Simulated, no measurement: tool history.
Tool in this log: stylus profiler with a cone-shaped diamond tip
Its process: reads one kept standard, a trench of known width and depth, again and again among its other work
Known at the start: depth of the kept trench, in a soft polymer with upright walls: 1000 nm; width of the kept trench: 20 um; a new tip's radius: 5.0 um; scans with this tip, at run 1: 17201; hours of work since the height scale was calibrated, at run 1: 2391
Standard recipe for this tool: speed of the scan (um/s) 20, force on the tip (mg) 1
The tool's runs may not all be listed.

run,hour,speed of the scan (um/s),force on the tip (mg),scans with this tip,hours of work since the height scale was calibrated,depth of the trench (angstrom),width of the trench's floor (nm)
1,0,20,1,17201,2391,10135.5,9750
# hour 122.3: new tip fitted, height scale calibrated
2,125.7,20,1,12,2,10061.3,13880
3,221.5,20,1,333,46,10060.1,13850
4,280.2,20,1,530,74,10059.4,13740
5,343.6,20,1,743,103,10066.2,13610
6,401.2,20,1,936,130,10061.1,13630
7,500.8,15,1,1271,177,10063.6,13560
8,568.5,15,1,1498,208,10067.3,13510
9,675,15,1,1856,258,10067.2,13350
10,740.6,15,1,2076,289,10071.5,13330
11,847.9,15,1,2436,339,10071.9,13230
12,920.6,15,1,2680,373,10069.4,13160
13,1046.2,15,1.58,3102,431,10093.1,13050
14,1154.1,15,1.8,3464,481,10107.4,13040
15,1233.4,8,1.8,3730,519,10102.7,12980
16,1309.3,20,1,3985,554,10076,12740
17,1397.5,32,1,4281,595,10080.7,12550
18,1482.8,11,1,4567,635,10080.6,12750
19,1564.9,20,1,4843,673,10081.7,12550
20,1634.1,20,1,5075,705,10084.2,12540
21,1691.9,20,1.91,5269,732,10115.9,12530
22,1767.5,20,1.41,5523,768,10099.1,12420
23,1822.4,42,1,5707,793,10089.4,12170
24,1878.9,42,1,5897,820,10081,12100
25,1942.5,20,0.37,6110,849,10061,12120
26,2033,18,1.08,6414,892,10092,12160
27,2165.6,34,1.64,6859,954,10116.2,12010
28,2252.7,34,1.64,7152,994,10117.4,11900
29,2383.2,34,1.64,7590,1055,10120.1,11820
30,2490.4,8,1.73,7950,1105,10123.4,11960
31,2571.9,8,1.73,8223,1143,10125.1,11950
32,2705.1,20,0.81,8671,1205,10089.7,11670
33,2798.8,20,0.81,8985,1249,10096.3,11580
34,2902.1,52,0.63,9332,1297,10089.9,11010
35,3024.9,58,1,9744,1355,10103.2,11090
36,3109.1,6,0.66,10027,1394,10090.4,11450
37,3220.4,44,2.01,10400,1446,10141.3,11170
38,3308.8,13,2.76,10697,1487,10165,11310
39,3392.3,53,0.61,10978,1526,10092.7,10710
40,3509,47,0.37,11369,1580,10087.5,10500
41,3613.9,13,1.07,11722,1629,10114.8,11090
42,3699.6,13,1.07,12009,1669,10120.6,10960
43,3779.1,13,2.23,12276,1706,10161.4,11000
44,3846.8,13,2.23,12503,1738,10156.9,10940
45,3963.9,27,0.78,12896,1793,10108.5,10660
46,4036.6,61,2.06,13140,1827,10157.3,10500
47,4140.3,61,2.06,13489,1875,10162.4,10390

What would each run have given without the hidden state, its run-to-run variation left as it was?
Unlogged tool condition in this case: radius of the tip, um; height scale over the true one, %; drift of the gauge itself on depth_nm, %; drift of the gauge itself on floor_um, %.
run,depth of the trench (angstrom),width of the trench's floor (nm)
1,10054.8,13760
2,10060.2,13790
3,10057.4,13850
4,10055.6,13810
5,10061.5,13750
6,10055.5,13830
7,10056.3,13850
8,10059,13860
9,10057.2,13800
10,10060.4,13850
11,10059.1,13850
12,10055.6,13850
13,10077.4,13850
14,10089.9,13920
15,10083.9,13940
16,10055.8,13760
17,10059.2,13650
18,10057.7,13920
19,10057.5,13790
20,10058.9,13850
21,10089.5,13880
22,10071.5,13840
23,10061,13640
24,10051.7,13620
25,10030.8,13680
26,10060.3,13800
27,10082.2,13750
28,10082,13720
29,10082.6,13730
30,10084.2,13950
31,10084.7,14000
32,10047.5,13820
33,10052.5,13800
34,10044.5,13310
35,10055.8,13480
36,10041.7,13910
37,10090.7,13710
38,10112.8,13920
39,10039.6,13380
40,10032.5,13250
41,10058.1,13910
42,10062.5,13840
43,10101.8,13930
44,10096.2,13930
45,10046.2,13720
46,10093.4,13610
47,10097,13580

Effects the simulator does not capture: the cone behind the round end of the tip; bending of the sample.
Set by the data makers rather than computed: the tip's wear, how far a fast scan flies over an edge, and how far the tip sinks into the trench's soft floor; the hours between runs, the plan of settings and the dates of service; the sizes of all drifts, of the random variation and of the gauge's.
